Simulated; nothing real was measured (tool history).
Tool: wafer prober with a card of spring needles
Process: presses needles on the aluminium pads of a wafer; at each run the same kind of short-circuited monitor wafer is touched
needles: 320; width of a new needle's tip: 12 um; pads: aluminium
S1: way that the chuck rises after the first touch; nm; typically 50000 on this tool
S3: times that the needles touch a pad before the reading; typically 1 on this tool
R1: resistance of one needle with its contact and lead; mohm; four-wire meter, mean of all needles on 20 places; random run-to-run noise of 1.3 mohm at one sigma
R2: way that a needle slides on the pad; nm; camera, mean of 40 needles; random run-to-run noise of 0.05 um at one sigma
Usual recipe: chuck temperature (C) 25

{"run": 1, "hour": 0.0, "S1": 50000, "chuck temperature (C)": 25, "S3": 1, "R1": 185, "R2": 12920}
{"hour": 8.8, "done": "tips cleaned on abrasive film"}
{"run": 2, "hour": 11.5, "S1": 50000, "chuck temperature (C)": 25, "S3": 1, "R1": 158, "R2": 12900}
{"run": 3, "hour": 18.3, "S1": 54000, "chuck temperature (C)": 25, "S3": 1, "R1": 193, "R2": 13950}
{"hour": 25.5, "done": "tips cleaned on abrasive film"}
{"run": 4, "hour": 27.4, "S1": 54000, "chuck temperature (C)": 25, "S3": 1, "R1": 142, "R2": 13930}
{"hour": 41.1, "done": "tips cleaned on abrasive film"}
{"run": 5, "hour": 41.8, "S1": 54000, "chuck temperature (C)": 25, "S3": 3, "R1": 119, "R2": 13960}
{"run": 6, "hour": 48.9, "S1": 54000, "chuck temperature (C)": 25, "S3": 3, "R1": 140, "R2": 13970}
{"hour": 57.1, "done": "tips cleaned on abrasive film"}
{"run": 7, "hour": 60.7, "S1": 50000, "chuck temperature (C)": 29, "S3": 1, "R1": 162, "R2": 12860}
{"hour": 72.8, "done": "tips cleaned on abrasive film"}
{"run": 8, "hour": 74.3, "S1": 43000, "chuck temperature (C)": 84, "S3": 1, "R1": 163, "R2": 11010}
{"run": 9, "hour": 81.1, "S1": 43000, "chuck temperature (C)": 76, "S3": 2, "R1": 186, "R2": 10880}
{"hour": 88.9, "done": "tips cleaned on abrasive film"}
{"run": 10, "hour": 93.9, "S1": 50000, "chuck temperature (C)": 42, "S3": 1, "R1": 183, "R2": 12740}
{"run": 11, "hour": 101.0, "S1": 54000, "chuck temperature (C)": 66, "S3": 2, "R1": 172, "R2": 13890}

Consider 4 possible next runs. They are alternatives, not a sequence: every one starts from the tool as it was left by run 11. What does each give?
{"hour": 104.8, "done": "tips cleaned on abrasive film"}
{"run": "A", "hour": 109.7, "S1": 57000, "chuck temperature (C)": 66, "S3": 2, "R1": "?", "R2": "?"}
{"hour": 104.8, "done": "tips cleaned on abrasive film"}
{"run": "B", "hour": 109.7, "S1": 54000, "chuck temperature (C)": 66, "S3": 2, "R1": "?", "R2": "?"}
{"hour": 104.8, "done": "tips cleaned on abrasive film"}
{"run": "C", "hour": 109.7, "S1": 50000, "chuck temperature (C)": 25, "S3": 2, "R1": "?", "R2": "?"}
{"hour": 104.8, "done": "tips cleaned on abrasive film"}
{"run": "D", "hour": 109.7, "S1": 54000, "chuck temperature (C)": 60, "S3": 2, "R1": "?", "R2": "?"}

run=A R1=150 R2=14630
run=B R1=152 R2=13890
run=C R1=157 R2=12790
run=D R1=152 R2=13800
Had the tool no hidden state, the same runs would have come out as:
run=A R1=119 R2=15150
run=B R1=118 R2=14400
run=C R1=115 R2=13300
run=D R1=117 R2=14310
